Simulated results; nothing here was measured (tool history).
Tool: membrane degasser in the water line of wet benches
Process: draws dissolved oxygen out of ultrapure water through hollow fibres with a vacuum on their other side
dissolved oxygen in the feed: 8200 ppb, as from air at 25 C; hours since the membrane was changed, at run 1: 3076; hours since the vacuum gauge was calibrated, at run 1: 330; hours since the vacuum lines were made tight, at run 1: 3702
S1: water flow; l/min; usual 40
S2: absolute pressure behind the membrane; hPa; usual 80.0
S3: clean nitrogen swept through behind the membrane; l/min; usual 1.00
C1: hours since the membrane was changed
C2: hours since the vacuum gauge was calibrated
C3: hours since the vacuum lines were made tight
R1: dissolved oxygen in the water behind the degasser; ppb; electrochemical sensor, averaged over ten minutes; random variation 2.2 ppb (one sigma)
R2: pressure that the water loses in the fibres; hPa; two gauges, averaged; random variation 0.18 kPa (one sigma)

{"run": 1, "hour": 0.0, "S1": 40, "S2": 80.0, "S3": 1.0, "C1": 3076, "C2": 330, "C3": 3702, "R1": 376.8, "R2": 319.7}
{"run": 2, "hour": 69.0, "S1": 40, "S2": 80.0, "S3": 1.0, "C1": 3145, "C2": 399, "C3": 3771, "R1": 376.3, "R2": 318.6}
{"run": 3, "hour": 186.6, "S1": 40, "S2": 80.0, "S3": 1.0, "C1": 3263, "C2": 516, "C3": 3889, "R1": 377.9, "R2": 322.1}
{"run": 4, "hour": 321.7, "S1": 32, "S2": 80.0, "S3": 1.0, "C1": 3398, "C2": 652, "C3": 4024, "R1": 312.1, "R2": 249.9}
{"hour": 355.2, "done": "seals of the vacuum lines changed"}
{"run": 5, "hour": 453.6, "S1": 32, "S2": 80.0, "S3": 1.0, "C1": 3528, "C2": 781, "C3": 98, "R1": 313.8, "R2": 256.3}
{"run": 6, "hour": 611.2, "S1": 27, "S2": 80.0, "S3": 0.5, "C1": 3686, "C2": 939, "C3": 256, "R1": 467.0, "R2": 214.6}
{"run": 7, "hour": 693.1, "S1": 25, "S2": 104.5, "S3": 0.57, "C1": 3767, "C2": 1021, "C3": 338, "R1": 591.8, "R2": 199.3}
{"run": 8, "hour": 853.4, "S1": 40, "S2": 95.0, "S3": 1.83, "C1": 3928, "C2": 1181, "C3": 498, "R1": 303.6, "R2": 319.4}
{"run": 9, "hour": 934.3, "S1": 39, "S2": 88.6, "S3": 2.92, "C1": 4009, "C2": 1262, "C3": 579, "R1": 178.3, "R2": 310.7}
{"run": 10, "hour": 1019.0, "S1": 39, "S2": 88.6, "S3": 2.92, "C1": 4093, "C2": 1347, "C3": 664, "R1": 177.7, "R2": 307.2}

3 ways to go on from here, each from the tool as it stands after run 10. What would each give?
{"run": "A", "hour": 1172.6, "S1": 39, "S2": 61.1, "S3": 1.41, "C1": 4247, "C2": 1500, "C3": 817, "R1": "?", "R2": "?"}
{"run": "B", "hour": 1172.6, "S1": 39, "S2": 88.6, "S3": 1.94, "C1": 4247, "C2": 1500, "C3": 817, "R1": "?", "R2": "?"}
{"run": "C", "hour": 1172.6, "S1": 31, "S2": 73.4, "S3": 2.0, "C1": 4247, "C2": 1500, "C3": 817, "R1": "?", "R2": "?"}

run=A R1=178.3 R2=312.9
run=B R1=253.6 R2=311.0
run=C R1=148.9 R2=247.3
Without the tool's hidden state the same runs would have given:
run=A R1=176.9 R2=312.6
run=B R1=251.6 R2=310.7
run=C R1=147.7 R2=247.1
